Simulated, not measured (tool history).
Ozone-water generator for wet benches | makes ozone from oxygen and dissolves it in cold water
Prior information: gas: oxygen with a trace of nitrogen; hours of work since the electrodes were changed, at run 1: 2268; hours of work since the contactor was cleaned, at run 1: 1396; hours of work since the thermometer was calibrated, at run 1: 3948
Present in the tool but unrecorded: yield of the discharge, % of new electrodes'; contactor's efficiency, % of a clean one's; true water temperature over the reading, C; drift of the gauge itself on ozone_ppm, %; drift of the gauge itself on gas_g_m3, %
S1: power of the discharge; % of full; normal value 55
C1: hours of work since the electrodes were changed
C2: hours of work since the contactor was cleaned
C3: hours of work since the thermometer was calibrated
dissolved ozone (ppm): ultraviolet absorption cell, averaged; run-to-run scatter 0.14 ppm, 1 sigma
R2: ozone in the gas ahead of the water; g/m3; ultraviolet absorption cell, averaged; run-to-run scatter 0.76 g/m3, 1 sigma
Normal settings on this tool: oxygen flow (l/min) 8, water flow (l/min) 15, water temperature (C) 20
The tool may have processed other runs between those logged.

run 1 hour=0 | S1=55 oxygen_flow_(l/min)=8 water_flow_(l/min)=15 water_temperature_(C)=20 | C1=2268 C2=1396 C3=3948 | dissolved_ozone_(ppm)=16 R2=109.3
run 2 hour=57.1 | S1=55 oxygen_flow_(l/min)=8 water_flow_(l/min)=15 water_temperature_(C)=20 | C1=2315 C2=1443 C3=3996 | dissolved_ozone_(ppm)=16.3 R2=109
run 3 hour=122.4 | S1=55 oxygen_flow_(l/min)=8 water_flow_(l/min)=15 water_temperature_(C)=20 | C1=2369 C2=1497 C3=4050 | dissolved_ozone_(ppm)=16.1 R2=109.1
run 4 hour=245.7 | S1=55 oxygen_flow_(l/min)=8 water_flow_(l/min)=15 water_temperature_(C)=20 | C1=2472 C2=1600 C3=4152 | dissolved_ozone_(ppm)=16.2 R2=108.7
run 5 hour=316.9 | S1=55 oxygen_flow_(l/min)=8 water_flow_(l/min)=15 water_temperature_(C)=15 | C1=2531 C2=1659 C3=4212 | dissolved_ozone_(ppm)=17.9 R2=107.8
run 6 hour=420.6 | S1=55 oxygen_flow_(l/min)=8 water_flow_(l/min)=15 water_temperature_(C)=20 | C1=2617 C2=1745 C3=4298 | dissolved_ozone_(ppm)=16.1 R2=108.6
run 7 hour=474.5 | S1=55 oxygen_flow_(l/min)=8 water_flow_(l/min)=15 water_temperature_(C)=12 | C1=2662 C2=1790 C3=4343 | dissolved_ozone_(ppm)=18.7 R2=109.6
run 8 hour=581.3 | S1=55 oxygen_flow_(l/min)=4.25 water_flow_(l/min)=15 water_temperature_(C)=20 | C1=2751 C2=1879 C3=4431 | dissolved_ozone_(ppm)=16.2 R2=146.1
run 9 hour=681.5 | S1=55 oxygen_flow_(l/min)=9.27 water_flow_(l/min)=15 water_temperature_(C)=20 | C1=2834 C2=1962 C3=4515 | dissolved_ozone_(ppm)=15.7 R2=101.4
run 10 hour=755.6 | S1=55 oxygen_flow_(l/min)=8 water_flow_(l/min)=15 water_temperature_(C)=18 | C1=2896 C2=2024 C3=4576 | dissolved_ozone_(ppm)=16.4 R2=109.1
run 11 hour=872.9 | S1=55 oxygen_flow_(l/min)=8 water_flow_(l/min)=15 water_temperature_(C)=18 | C1=2993 C2=2121 C3=4674 | dissolved_ozone_(ppm)=16.5 R2=108.8
run 12 hour=984.5 | S1=55 oxygen_flow_(l/min)=8 water_flow_(l/min)=15 water_temperature_(C)=20 | C1=3086 C2=2214 C3=4767 | dissolved_ozone_(ppm)=15.7 R2=107.7
run 13 hour=1074.7 | S1=55 oxygen_flow_(l/min)=8 water_flow_(l/min)=15 water_temperature_(C)=20 | C1=3161 C2=2289 C3=4842 | dissolved_ozone_(ppm)=15.7 R2=105.9
run 14 hour=1146.5 | S1=55 oxygen_flow_(l/min)=8 water_flow_(l/min)=15 water_temperature_(C)=20 | C1=3221 C2=2349 C3=4901 | dissolved_ozone_(ppm)=15.7 R2=108
run 15 hour=1249.6 | S1=42 oxygen_flow_(l/min)=8 water_flow_(l/min)=15 water_temperature_(C)=20 | C1=3307 C2=2435 C3=4987 | dissolved_ozone_(ppm)=12.2 R2=85.8
run 16 hour=1352.2 | S1=88 oxygen_flow_(l/min)=8 water_flow_(l/min)=15 water_temperature_(C)=20 | C1=3392 C2=2520 C3=5073 | dissolved_ozone_(ppm)=23.7 R2=164.5
run 17 hour=1423 | S1=55 oxygen_flow_(l/min)=11.41 water_flow_(l/min)=13 water_temperature_(C)=20 | C1=3451 C2=2579 C3=5131 | dissolved_ozone_(ppm)=16.1 R2=91.1
run 18 hour=1491.6 | S1=45 oxygen_flow_(l/min)=7.4 water_flow_(l/min)=17 water_temperature_(C)=22 | C1=3508 C2=2636 C3=5188 | dissolved_ozone_(ppm)=11.8 R2=92.5
-- hour=1563 contactor cleaned
run 19 hour=1570.7 | S1=45 oxygen_flow_(l/min)=7.4 water_flow_(l/min)=17 water_temperature_(C)=22 | C1=3570 C2=6 C3=5251 | dissolved_ozone_(ppm)=12.1 R2=94.6
run 20 hour=1679.1 | S1=55 oxygen_flow_(l/min)=4.85 water_flow_(l/min)=9 water_temperature_(C)=20 | C1=3661 C2=97 C3=5341 | dissolved_ozone_(ppm)=22.7 R2=134.6
run 21 hour=1782.3 | S1=93 oxygen_flow_(l/min)=4.62 water_flow_(l/min)=16 water_temperature_(C)=27 | C1=3746 C2=182 C3=5427 | dissolved_ozone_(ppm)=22 R2=218
run 22 hour=1892.4 | S1=93 oxygen_flow_(l/min)=4.62 water_flow_(l/min)=13 water_temperature_(C)=20 | C1=3838 C2=274 C3=5518 | dissolved_ozone_(ppm)=28.6 R2=219.2
run 23 hour=1983 | S1=55 oxygen_flow_(l/min)=7.46 water_flow_(l/min)=15 water_temperature_(C)=13 | C1=3913 C2=349 C3=5594 | dissolved_ozone_(ppm)=18.2 R2=109.8
run 24 hour=2083 | S1=45 oxygen_flow_(l/min)=7.46 water_flow_(l/min)=15 water_temperature_(C)=13 | C1=3996 C2=432 C3=5677 | dissolved_ozone_(ppm)=15.5 R2=92
-- hour=2136.5 water thermometer calibrated
run 25 hour=2162.3 | S1=42 oxygen_flow_(l/min)=8 water_flow_(l/min)=15 water_temperature_(C)=20 | C1=4062 C2=498 C3=21 | dissolved_ozone_(ppm)=12.7 R2=84.6
run 26 hour=2212.8 | S1=42 oxygen_flow_(l/min)=8 water_flow_(l/min)=15 water_temperature_(C)=20 | C1=4104 C2=540 C3=63 | dissolved_ozone_(ppm)=12.6 R2=84.3
run 27 hour=2276.4 | S1=64 oxygen_flow_(l/min)=8 water_flow_(l/min)=15 water_temperature_(C)=20 | C1=4157 C2=593 C3=116 | dissolved_ozone_(ppm)=18.1 R2=121.3
run 28 hour=2326.6 | S1=64 oxygen_flow_(l/min)=6.66 water_flow_(l/min)=19 water_temperature_(C)=20 | C1=4198 C2=635 C3=158 | dissolved_ozone_(ppm)=15.6 R2=131
run 29 hour=2420.2 | S1=92 oxygen_flow_(l/min)=13.49 water_flow_(l/min)=12 water_temperature_(C)=25 | C1=4276 C2=712 C3=236 | dissolved_ozone_(ppm)=22.5 R2=131.3
run 30 hour=2479.5 | S1=44 oxygen_flow_(l/min)=11.73 water_flow_(l/min)=15 water_temperature_(C)=15 | C1=4326 C2=762 C3=285 | dissolved_ozone_(ppm)=13.9 R2=73.5
run 31 hour=2573 | S1=70 oxygen_flow_(l/min)=8 water_flow_(l/min)=15 water_temperature_(C)=21 | C1=4403 C2=839 C3=363 | dissolved_ozone_(ppm)=19.1 R2=129.9
run 32 hour=2687.7 | S1=94 oxygen_flow_(l/min)=8.3 water_flow_(l/min)=15 water_temperature_(C)=21 | C1=4499 C2=935 C3=458 | dissolved_ozone_(ppm)=24.4 R2=166

3 options for the next run, each taken on its own from the tool as it stands now. Forecast them:
run A hour=2765.9 | S1=55 oxygen_flow_(l/min)=8 water_flow_(l/min)=15 water_temperature_(C)=16 | C1=4564 C2=1000 C3=523 | dissolved_ozone_(ppm)=? R2=?
run B hour=2765.9 | S1=89 oxygen_flow_(l/min)=13.26 water_flow_(l/min)=16 water_temperature_(C)=21 | C1=4564 C2=1000 C3=523 | dissolved_ozone_(ppm)=? R2=?
run C hour=2765.9 | S1=50 oxygen_flow_(l/min)=8.3 water_flow_(l/min)=20 water_temperature_(C)=21 | C1=4564 C2=1000 C3=523 | dissolved_ozone_(ppm)=? R2=?

run=A dissolved_ozone_(ppm)=17 R2=106.3
run=B dissolved_ozone_(ppm)=20.8 R2=126.4
run=C dissolved_ozone_(ppm)=11.6 R2=95.6
Take away the tool's hidden state, keep each run's random variation, and the runs would have read:
run=A dissolved_ozone_(ppm)=18.5 R2=113.9
run=B dissolved_ozone_(ppm)=23.5 R2=140.8
run=C dissolved_ozone_(ppm)=12.5 R2=101.7
